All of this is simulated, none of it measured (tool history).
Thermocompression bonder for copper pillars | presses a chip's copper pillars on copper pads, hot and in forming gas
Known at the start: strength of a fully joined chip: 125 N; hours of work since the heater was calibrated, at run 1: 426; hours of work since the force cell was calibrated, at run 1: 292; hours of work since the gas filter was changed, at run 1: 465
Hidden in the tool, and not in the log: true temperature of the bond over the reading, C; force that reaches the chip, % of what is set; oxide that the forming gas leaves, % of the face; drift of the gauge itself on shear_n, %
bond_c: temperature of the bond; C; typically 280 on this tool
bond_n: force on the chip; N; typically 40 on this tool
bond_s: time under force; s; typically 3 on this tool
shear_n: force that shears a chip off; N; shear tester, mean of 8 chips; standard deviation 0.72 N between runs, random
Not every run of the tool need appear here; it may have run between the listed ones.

run   hour  bond_c  bond_n  bond_s  hours of work since the heater was calibrated  hours of work since the force cell was calibrated  hours of work since the gas filter was changed  shear_n
  1      0     280      40       3                                            426                                                292                                             465       51
  2   15.9     293      40       3                                            435                                                302                                             474     58.3
  3   30.9     293      40       3                                            444                                                310                                             483     58.1
  4   43.8     280      40       3                                            452                                                318                                             491     51.8
      45.7  -- forming gas filter changed
  5   65.8     280      40       3                                            465                                                331                                              12     50.6
  6   79.7     280      40       3                                            473                                                339                                              20     51.5
  7   89.6     280      37       3                                            479                                                345                                              26     47.7
  8  109.2     280      37       3                                            490                                                357                                              38     47.3
  9  130.2     280      37       3                                            503                                                369                                              50       46
 10  145.7     280      37       3                                            512                                                378                                              59     47.4
 11  162.2     280      40       3                                            522                                                388                                              69     51.7
 12  178.9     280      40       3                                            532                                                398                                              79     50.9
 13    200     280      40       3                                            544                                                410                                              92     51.5
 14  209.9     280      40       3                                            550                                                416                                              97       51
 15    224     280      40       3                                            558                                                425                                             106       52
 16  244.5     280      40       3                                            571                                                437                                             118     50.4
 17  256.7     280      40       3                                            578                                                444                                             125     48.9
 18  266.8     280      40       3                                            584                                                450                                             131       51
 19  286.5     280      40       3                                            596                                                462                                             143     51.4
 20  300.6     280      40       3                                            604                                                470                                             151     51.2
 21  312.3     280      40       3                                            611                                                477                                             158     50.8
 22  331.5     280      57       3                                            622                                                489                                             170     69.2
 23    352     280      49       4                                            634                                                501                                             182     67.7
 24  374.9     288      53       2                                            648                                                514                                             195     61.7
 25  393.3     280      40       5                                            659                                                525                                             206     61.3
 26  403.2     267      55       3                                            665                                                531                                             212     59.1
 27  414.3     261      38       7                                            671                                                538                                             219     54.8
 28  431.6     254      38       4                                            682                                                548                                             229     41.2
 29  446.3     254      38       4                                            690                                                557                                             238     41.1
 30    462     308      41       8                                            700                                                566                                             247     91.1
 31  483.6     308      41       8                                            712                                                579                                             260     89.2
 32  495.1     308      41       8                                            719                                                586                                             267       91
 33  518.4     296      43       2                                            733                                                599                                             280     55.9
 34  538.5     307      43       2                                            745                                                611                                             292     60.3
 35  548.3     284      30       2                                            751                                                617                                             298       36
 36    571     280      51       3                                            764                                                631                                             312     63.1
 37  589.2     281      40       3                                            775                                                641                                             322     52.3
 38  608.6     281      40       3                                            787                                                653                                             334     51.2
 39  631.1     280      31       3                                            800                                                666                                             347     40.1
 40  643.3     280      29       3                                            807                                                673                                             355     39.1

Take each entry between the runs: how does the hidden state at the last listed run before it differ from the hidden state at the first listed run after it?
After run 4, before run 5: forming gas filter changed (hour 45.7)
  oxide that the forming gas leaves, % of the face: 0.77 -> 0.51

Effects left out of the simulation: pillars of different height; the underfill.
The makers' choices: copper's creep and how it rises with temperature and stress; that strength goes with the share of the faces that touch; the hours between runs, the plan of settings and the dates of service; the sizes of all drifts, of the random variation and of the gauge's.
